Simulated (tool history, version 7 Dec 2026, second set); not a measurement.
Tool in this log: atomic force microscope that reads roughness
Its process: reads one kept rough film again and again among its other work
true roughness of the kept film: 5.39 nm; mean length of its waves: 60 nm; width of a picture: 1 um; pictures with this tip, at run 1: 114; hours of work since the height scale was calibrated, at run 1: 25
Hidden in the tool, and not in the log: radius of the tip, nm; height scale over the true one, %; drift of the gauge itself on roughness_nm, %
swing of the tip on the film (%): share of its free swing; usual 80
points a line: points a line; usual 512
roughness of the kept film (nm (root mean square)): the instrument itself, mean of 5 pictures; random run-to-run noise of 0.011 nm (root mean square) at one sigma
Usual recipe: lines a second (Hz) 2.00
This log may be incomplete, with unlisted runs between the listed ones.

| run | hour | lines a second (Hz) | swing of the tip on the film (%) | points a line | pictures with this tip | hours of work since the height scale was calibrated | roughness of the kept film (nm (root mean square)) |
|---|---|---|---|---|---|---|---|
| 1 | 0.0 | 2.00 | 80 | 512 | 114 | 25 | 4.669 |
| 2 | 7.1 | 2.00 | 80 | 512 | 125 | 28 | 4.631 |
| 3 | 15.6 | 2.00 | 76 | 512 | 138 | 33 | 4.670 |
| 4 | 19.4 | 2.00 | 76 | 512 | 144 | 34 | 4.691 |
|  | 22.7 | new tip fitted |
| 5 | 28.8 | 2.00 | 76 | 981 | 9 | 39 | 4.847 |
| 6 | 37.3 | 2.00 | 76 | 981 | 22 | 43 | 4.835 |
| 7 | 42.5 | 2.00 | 76 | 981 | 30 | 45 | 4.840 |
| 8 | 48.4 | 2.00 | 76 | 981 | 39 | 48 | 4.826 |
| 9 | 55.3 | 2.00 | 76 | 981 | 50 | 52 | 4.822 |
| 10 | 59.8 | 2.00 | 76 | 981 | 57 | 54 | 4.792 |
| 11 | 64.2 | 2.00 | 80 | 512 | 63 | 56 | 4.748 |
| 12 | 69.9 | 2.00 | 80 | 512 | 72 | 59 | 4.708 |
| 13 | 76.7 | 2.00 | 80 | 512 | 82 | 62 | 4.704 |
| 14 | 84.7 | 2.00 | 80 | 512 | 95 | 66 | 4.675 |
| 15 | 90.9 | 2.00 | 80 | 512 | 104 | 69 | 4.659 |
| 16 | 97.8 | 2.00 | 86 | 512 | 115 | 72 | 4.570 |
| 17 | 105.3 | 2.00 | 86 | 512 | 126 | 76 | 4.555 |
| 18 | 109.7 | 2.00 | 86 | 512 | 133 | 78 | 4.525 |
| 19 | 117.1 | 2.00 | 86 | 512 | 144 | 82 | 4.504 |
|  | 118.9 | height scale calibrated on a step standard |
|  | 121.0 | new tip fitted |
| 20 | 122.5 | 2.00 | 86 | 512 | 2 | 1 | 4.693 |
| 21 | 127.9 | 1.16 | 74 | 317 | 10 | 4 | 4.969 |
| 22 | 134.1 | 1.09 | 67 | 434 | 20 | 7 | 5.010 |
| 23 | 141.5 | 0.79 | 76 | 342 | 31 | 11 | 4.967 |
| 24 | 148.6 | 3.83 | 76 | 797 | 41 | 14 | 4.545 |
| 25 | 153.5 | 3.83 | 76 | 797 | 49 | 17 | 4.547 |
|  | 158.6 | height scale calibrated on a step standard, once more |
| 26 | 158.6 | 0.84 | 80 | 971 | 55 | 0 | 4.920 |
| 27 | 166.3 | 0.84 | 82 | 889 | 67 | 4 | 4.885 |
| 28 | 172.2 | 0.84 | 82 | 889 | 76 | 7 | 4.878 |
| 29 | 176.2 | 2.00 | 60 | 512 | 82 | 9 | 4.901 |
| 30 | 182.5 | 3.51 | 66 | 512 | 92 | 12 | 4.734 |
| 31 | 187.5 | 2.00 | 66 | 512 | 99 | 14 | 4.831 |
| 32 | 191.8 | 2.00 | 66 | 512 | 106 | 16 | 4.821 |

Consider 4 possible next runs. They are alternatives, not a sequence: every one starts from the tool as it was left by run 32. What does each give?
| A | 198.2 | 2.00 | 80 | 512 | 116 | 19 | ? |
| B | 198.2 | 0.90 | 66 | 441 | 116 | 19 | ? |
| C | 198.2 | 1.38 | 67 | 379 | 116 | 19 | ? |
| D | 198.2 | 2.00 | 63 | 512 | 116 | 19 | ? |

| run | roughness of the kept film (nm (root mean square)) |
|---|---|
| A | 4.621 |
| B | 4.897 |
| C | 4.837 |
| D | 4.820 |
The same runs, with their run-to-run variation unchanged, on a tool lacking any hidden condition would have given:
| run | roughness of the kept film (nm (root mean square)) |
|---|---|
| A | 4.805 |
| B | 5.092 |
| C | 5.029 |
| D | 5.012 |

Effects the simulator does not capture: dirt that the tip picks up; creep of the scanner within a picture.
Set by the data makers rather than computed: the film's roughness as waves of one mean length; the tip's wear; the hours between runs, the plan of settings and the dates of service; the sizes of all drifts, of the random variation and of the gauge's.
